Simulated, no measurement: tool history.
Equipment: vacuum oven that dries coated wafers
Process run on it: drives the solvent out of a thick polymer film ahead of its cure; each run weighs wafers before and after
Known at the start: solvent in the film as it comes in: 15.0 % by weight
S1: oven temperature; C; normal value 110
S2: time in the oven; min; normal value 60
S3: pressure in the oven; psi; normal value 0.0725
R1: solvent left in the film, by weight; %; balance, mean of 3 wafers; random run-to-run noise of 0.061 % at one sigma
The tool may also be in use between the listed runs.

run	hour	S1	S2	S3	R1
1	0.0	110	60	0.0725	3.82
2	49.1	110	60	0.0725	3.82
3	91.9	110	60	0.0725	3.86
4	142.4	110	60	0.2397	5.90
5	199.3	110	60	0.2397	6.03
6	270.9	110	60	0.0614	3.60
7	326.6	110	60	0.0725	3.74
8	392.9	110	60	0.0725	3.75
9	432.6	110	60	0.0725	3.76
10	476.9	110	60	0.0725	3.81
11	546.6	110	60	0.0725	3.90
12	596.4	110	31	0.0725	6.35
13	665.6	110	31	0.0725	6.14
14	743.5	110	60	0.1331	4.57
15	803.9	110	60	0.1331	4.53
16	847.7	110	60	0.0577	3.62
17	910.1	110	60	0.2058	5.59
18	957.0	110	60	0.2058	5.48
19	1040.2	110	60	0.2058	5.58
20	1116.0	110	60	0.0725	3.75
21	1192.9	110	60	0.0725	3.67
22	1265.0	122	60	0.0725	1.96
23	1301.5	122	60	0.0725	2.09
24	1370.0	122	60	0.0725	2.14
25	1414.7	107	61	0.0827	4.45
26	1495.2	119	61	0.2490	4.30
27	1573.6	105	61	0.2490	7.43
28	1612.5	112	32	0.0789	5.85
# hour 1634.9: vacuum gauge cleaned of residue and calibrated
29	1684.3	112	32	0.0789	5.34
30	1747.3	107	47	0.0973	4.82
31	1790.0	97	36	0.0750	7.36

Forecast run 32:
32	1856.0	97	36	0.0750	?

Run 32 came out at R1 7.49 %.
Take away the tool's hidden state, keep the run-to-run variation as it was, and the same run would have given R1 7.88 %.
